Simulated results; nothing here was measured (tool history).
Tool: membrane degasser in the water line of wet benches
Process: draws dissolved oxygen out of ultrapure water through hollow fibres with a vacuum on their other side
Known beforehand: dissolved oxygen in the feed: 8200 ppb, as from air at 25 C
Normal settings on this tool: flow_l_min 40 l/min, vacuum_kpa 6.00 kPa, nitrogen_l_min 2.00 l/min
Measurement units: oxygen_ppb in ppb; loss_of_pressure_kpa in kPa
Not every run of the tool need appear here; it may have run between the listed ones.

run,day,flow_l_min,vacuum_kpa,nitrogen_l_min,oxygen_ppb,loss_of_pressure_kpa
1,0.000,40,6.00,2.00,176.1,65.06
2,8.050,40,6.00,2.00,174.2,65.68
3,13.171,40,6.00,2.00,175.3,64.99
4,23.146,40,6.00,2.00,175.1,65.28
5,30.262,40,4.06,2.00,92.7,65.14
6,35.083,40,4.06,2.00,92.0,65.00
7,44.517,40,4.06,2.00,92.3,65.42
8,49.904,32,6.00,2.00,125.6,52.65
9,57.842,40,6.00,3.16,132.5,65.39
10,64.912,40,6.00,2.00,176.1,65.10
11,72.438,40,6.00,2.00,175.6,65.18
12,83.525,40,6.00,1.90,180.4,65.43
13,91.842,40,6.00,1.90,178.9,65.31
14,96.429,62,6.00,2.00,359.0,101.07
15,101.642,62,6.00,2.00,366.3,101.47
16,111.104,37,4.43,0.90,141.0,60.29
17,121.167,34,4.42,3.45,57.8,55.53
18,130.742,58,11.93,1.33,838.0,94.44
19,136.046,55,3.74,2.31,165.1,89.27
20,145.525,55,3.74,2.31,166.4,89.54
21,156.283,41,5.49,2.25,151.4,66.88
# day 162.892: vacuum gauge calibrated
22,162.892,29,6.00,1.51,135.9,47.29
23,169.758,29,6.00,1.51,136.8,47.51
24,177.975,29,6.00,1.51,135.9,47.03
25,187.796,29,6.00,1.51,134.9,47.25

4 ways to go on from here, each from the tool as it stands after run 25. What would each give?
A,195.162,38,6.00,3.23,?,?
B,195.162,40,6.13,3.42,?,?
C,195.162,53,14.47,1.42,?,?
D,195.162,40,8.03,2.00,?,?

run,oxygen_ppb,loss_of_pressure_kpa
A,122.2,61.61
B,133.6,65.33
C,891.5,85.91
D,261.5,65.07
The same runs, with their run-to-run variation unchanged, on a tool lacking any hidden condition would have given:
run,oxygen_ppb,loss_of_pressure_kpa
A,122.0,61.56
B,133.4,65.28
C,891.2,85.85
D,261.3,65.02
